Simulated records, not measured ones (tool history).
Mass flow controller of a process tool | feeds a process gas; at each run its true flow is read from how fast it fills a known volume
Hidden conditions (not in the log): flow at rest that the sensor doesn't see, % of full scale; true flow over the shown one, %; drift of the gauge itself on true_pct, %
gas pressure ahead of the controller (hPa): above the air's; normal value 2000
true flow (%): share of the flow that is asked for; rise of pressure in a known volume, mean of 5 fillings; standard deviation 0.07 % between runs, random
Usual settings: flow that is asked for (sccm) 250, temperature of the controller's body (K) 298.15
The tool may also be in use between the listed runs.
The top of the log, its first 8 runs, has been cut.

run	day	flow that is asked for (sccm)	gas pressure ahead of the controller (hPa)	temperature of the controller's body (K)	hours of work since the controller was set to zero	hours of work since the controller was changed	true flow (%)
9	31.196	254	2000	298.15	341	341	99.04
10	36.462	254	2000	298.15	385	385	99.04
11	39.983	55	2000	298.15	415	415	98.16
12	43.842	55	2150	298.15	448	448	98.33
13	46.079	55	2150	298.15	467	467	98.29
14	48.375	55	2150	298.15	487	487	98.43
15	50.917	55	2150	298.15	508	508	98.48
16	53.133	55	2150	309.15	527	527	99.35
17	58.404	55	2150	309.15	572	572	99.32
18	63.358	250	2000	298.15	614	614	99.12
19	67.058	250	2000	298.15	645	645	99.25
20	72.033	86	2000	298.15	687	687	98.61
21	76.888	86	2000	298.15	728	728	98.54
22	81.346	86	2120	298.15	766	766	98.77
23	84.788	105	2000	298.15	795	795	98.81
24	88.9	105	2000	298.15	830	830	98.79

Run 25, settings as shown, results not yet in. Your forecast:
25	92.908	94	1410	309.15	864	864	?

For run 25 the tool returned true flow (%) 99.13.
Minus the tool's unlogged condition, the same run would have read true flow (%) 98.65.
